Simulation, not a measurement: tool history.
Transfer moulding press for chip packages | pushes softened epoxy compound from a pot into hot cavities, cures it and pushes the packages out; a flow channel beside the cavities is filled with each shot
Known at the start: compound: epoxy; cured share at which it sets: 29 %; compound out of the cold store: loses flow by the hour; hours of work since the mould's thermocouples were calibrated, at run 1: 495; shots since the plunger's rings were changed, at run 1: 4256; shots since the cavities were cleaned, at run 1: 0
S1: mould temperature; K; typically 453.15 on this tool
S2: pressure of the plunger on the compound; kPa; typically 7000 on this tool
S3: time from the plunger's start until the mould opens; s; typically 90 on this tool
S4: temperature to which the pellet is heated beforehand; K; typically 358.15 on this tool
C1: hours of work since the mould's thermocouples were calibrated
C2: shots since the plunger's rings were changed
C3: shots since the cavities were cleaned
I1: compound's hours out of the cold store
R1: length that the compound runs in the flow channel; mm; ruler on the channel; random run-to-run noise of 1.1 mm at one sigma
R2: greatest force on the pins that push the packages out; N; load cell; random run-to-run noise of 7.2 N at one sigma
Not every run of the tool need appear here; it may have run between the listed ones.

run   hour      S1    S2   S3      S4   C1    C2   C3    I1   R1   R2
  1    0.0  453.15  7000   90  358.15  495  4256    0  17.8  518  296
       7.7  -- plunger's sealing rings changed
  2   32.4  453.15  7000   90  358.15  507   219  265  33.8  469  381
      53.2  -- cavities cleaned with cleaning compound and waxed
  3   80.6  453.15  7000   90  358.15  526   634  243  19.2  526  395
     105.3  -- cavities cleaned with cleaning compound and waxed
  4  111.9  453.15  7000   90  358.15  538   899   59  37.3  457  323
     118.2  -- mould's thermocouples calibrated
  5  151.4  453.15  7000  110  358.15   14  1231  391  39.6  447  422
     156.3  -- cavities cleaned with cleaning compound and waxed
  6  198.4  453.15  7000   90  350.15   32  1635  373  12.8  547  436

What does the tool deliver on the next run?
     207.6  -- cavities cleaned with cleaning compound and waxed
  7  245.7  453.15  7000  90  350.15  51  2043  339  44.3   ?   ?

For run 7 the tool returned R1 431 mm, R2 413 N.
Take away the tool's hidden state, keep the run-to-run variation as it was, and the same run would have given R1 440 mm, R2 302 N.
